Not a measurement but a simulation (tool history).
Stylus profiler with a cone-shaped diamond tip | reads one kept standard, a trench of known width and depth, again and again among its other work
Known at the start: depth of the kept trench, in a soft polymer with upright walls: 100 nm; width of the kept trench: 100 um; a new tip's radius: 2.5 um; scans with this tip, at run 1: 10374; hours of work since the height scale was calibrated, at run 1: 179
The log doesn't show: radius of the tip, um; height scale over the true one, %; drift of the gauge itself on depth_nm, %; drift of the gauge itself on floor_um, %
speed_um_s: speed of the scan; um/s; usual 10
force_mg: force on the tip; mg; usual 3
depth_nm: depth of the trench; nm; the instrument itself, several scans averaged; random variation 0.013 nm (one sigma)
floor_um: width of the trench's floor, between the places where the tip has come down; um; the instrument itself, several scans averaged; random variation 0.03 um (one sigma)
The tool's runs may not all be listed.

run    hour  speed_um_s  force_mg  scans with this tip  hours of work since the height scale was calibrated  depth_nm  floor_um
  1       0          10         3                10374                                                  179    101.78     98.52
  2    90.6          17         3                10739                                                  217    101.81     98.54
  3   188.1          17         3                11133                                                  257     101.8     98.56
        245  -- new tip fitted, height scale calibrated
  4     245           4         3                    0                                                    0    101.81     98.63
  5   363.3           4         3                  478                                                   49    101.79     98.56
  6   472.3           4         3                  918                                                   94     101.8     98.59
  7   577.7           4         3                 1343                                                  138     101.8     98.59
  8   661.1           4         3                 1680                                                  173    101.81     98.58
  9     747           4         3                 2027                                                  208    101.82      98.6
 10   823.4           4         3                 2335                                                  240    101.81     98.56
 11     907           3         3                 2673                                                  275     101.8     98.54
 12  1017.6          10         3                 3119                                                  320    101.79     98.58
 13  1135.3          10         3                 3594                                                  369    101.81     98.55
 14    1238          10         3                 4008                                                  412    101.81     98.62
 15  1290.5          10      4.86                 4220                                                  434    102.49     98.57
 16    1349          10      2.21                 4457                                                  458    101.46     98.56
 17  1423.8          10      2.21                 4759                                                  489    101.46     98.57
 18  1544.5          10         3                 5246                                                  539     101.8     98.54
 19  1661.4          10         3                 5718                                                  587     101.8     98.53
 20  1753.2          10      3.93                 6088                                                  625    102.13     98.59
 21  1843.8          10      3.93                 6454                                                  663    102.16     98.59
 22  1950.5          10      1.38                 6884                                                  707    101.06     98.54
 23  2036.4          10      3.43                 7231                                                  743    101.98     98.57
 24  2152.8          10      3.43                 7701                                                  791    101.97     98.53
     2188.2  -- height scale calibrated on a step standard
 25    2247          10      3.43                 8079                                                   24    101.97     98.59
 26  2339.7           4       1.7                 8453                                                   63    101.24     98.56
 27  2451.9           5      1.53                 8906                                                  109    101.15     98.57
 28  2545.2          14      1.49                 9283                                                  148    101.09     98.51
 29  2622.5          25      2.99                 9595                                                  180    101.81      98.5

The next listed run, before its measurement:
 30  2688.9          11         3                 9863                                                  208         ?         ?

Run 30 gave depth_nm 101.78 nm, floor_um 98.56 um.
Without the tool's hidden state the same run would have given depth_nm 101.78 nm, floor_um 98.58 um.

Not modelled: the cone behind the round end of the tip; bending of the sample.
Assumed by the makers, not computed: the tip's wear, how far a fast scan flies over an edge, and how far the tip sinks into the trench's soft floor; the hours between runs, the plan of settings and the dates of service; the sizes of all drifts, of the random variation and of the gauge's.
